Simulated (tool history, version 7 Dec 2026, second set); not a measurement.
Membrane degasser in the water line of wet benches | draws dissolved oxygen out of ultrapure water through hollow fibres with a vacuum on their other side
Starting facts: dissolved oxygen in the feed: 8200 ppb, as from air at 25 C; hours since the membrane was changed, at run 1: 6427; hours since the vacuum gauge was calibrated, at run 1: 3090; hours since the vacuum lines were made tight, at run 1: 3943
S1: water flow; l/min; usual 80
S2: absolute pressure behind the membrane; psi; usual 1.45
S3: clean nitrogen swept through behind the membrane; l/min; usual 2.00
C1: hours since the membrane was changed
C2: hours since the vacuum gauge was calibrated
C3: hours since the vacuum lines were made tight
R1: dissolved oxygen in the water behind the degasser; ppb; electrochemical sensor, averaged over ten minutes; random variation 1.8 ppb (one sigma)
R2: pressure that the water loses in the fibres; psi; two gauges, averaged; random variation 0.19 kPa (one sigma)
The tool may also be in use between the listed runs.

{"run": 1, "day": 0.0, "S1": 80, "S2": 1.45, "S3": 2.0, "C1": 6427, "C2": 3090, "C3": 3943, "R1": 533.0, "R2": 5.902}
{"run": 2, "day": 4.612, "S1": 80, "S2": 1.45, "S3": 2.0, "C1": 6537, "C2": 3201, "C3": 4053, "R1": 529.2, "R2": 5.844}
{"run": 3, "day": 7.917, "S1": 80, "S2": 1.45, "S3": 2.0, "C1": 6617, "C2": 3280, "C3": 4133, "R1": 532.1, "R2": 5.874}
{"run": 4, "day": 14.979, "S1": 80, "S2": 1.45, "S3": 2.0, "C1": 6786, "C2": 3450, "C3": 4302, "R1": 528.7, "R2": 5.902}
{"run": 5, "day": 19.667, "S1": 80, "S2": 1.45, "S3": 2.0, "C1": 6899, "C2": 3562, "C3": 4415, "R1": 532.5, "R2": 5.839}
{"run": 6, "day": 27.212, "S1": 80, "S2": 1.45, "S3": 2.0, "C1": 7080, "C2": 3743, "C3": 4596, "R1": 533.1, "R2": 5.935}
{"run": 7, "day": 31.742, "S1": 80, "S2": 1.45, "S3": 2.0, "C1": 7188, "C2": 3852, "C3": 4704, "R1": 532.6, "R2": 5.903}
{"day": 32.388, "done": "vacuum gauge calibrated"}
{"run": 8, "day": 36.683, "S1": 80, "S2": 1.45, "S3": 2.0, "C1": 7307, "C2": 103, "C3": 4822, "R1": 537.4, "R2": 5.852}
{"run": 9, "day": 44.496, "S1": 80, "S2": 1.45, "S3": 2.0, "C1": 7494, "C2": 291, "C3": 5010, "R1": 538.6, "R2": 5.874}
{"run": 10, "day": 50.2, "S1": 98, "S2": 1.23, "S3": 1.74, "C1": 7631, "C2": 427, "C3": 5147, "R1": 563.9, "R2": 7.207}
{"run": 11, "day": 56.342, "S1": 80, "S2": 1.25, "S3": 5.29, "C1": 7778, "C2": 575, "C3": 5294, "R1": 197.7, "R2": 5.922}

Branching from run 11: 4 alternative next runs. What would each branch give?
{"run": "A", "day": 60.371, "S1": 100, "S2": 2.89, "S3": 2.59, "C1": 7875, "C2": 672, "C3": 5391, "R1": "?", "R2": "?"}
{"run": "B", "day": 60.371, "S1": 54, "S2": 2.78, "S3": 2.03, "C1": 7875, "C2": 672, "C3": 5391, "R1": "?", "R2": "?"}
{"run": "C", "day": 60.371, "S1": 112, "S2": 3.52, "S3": 5.29, "C1": 7875, "C2": 672, "C3": 5391, "R1": "?", "R2": "?"}
{"run": "D", "day": 60.371, "S1": 96, "S2": 1.25, "S3": 1.55, "C1": 7875, "C2": 672, "C3": 5391, "R1": "?", "R2": "?"}

run=A R1=1175.7 R2=7.358
run=B R1=847.0 R2=4.015
run=C R1=922.1 R2=8.258
run=D R1=608.5 R2=7.049
Had the tool no hidden state, the same runs would have come out as:
run=A R1=1157.3 R2=7.039
run=B R1=834.0 R2=3.842
run=C R1=906.8 R2=7.900
run=D R1=581.1 R2=6.741

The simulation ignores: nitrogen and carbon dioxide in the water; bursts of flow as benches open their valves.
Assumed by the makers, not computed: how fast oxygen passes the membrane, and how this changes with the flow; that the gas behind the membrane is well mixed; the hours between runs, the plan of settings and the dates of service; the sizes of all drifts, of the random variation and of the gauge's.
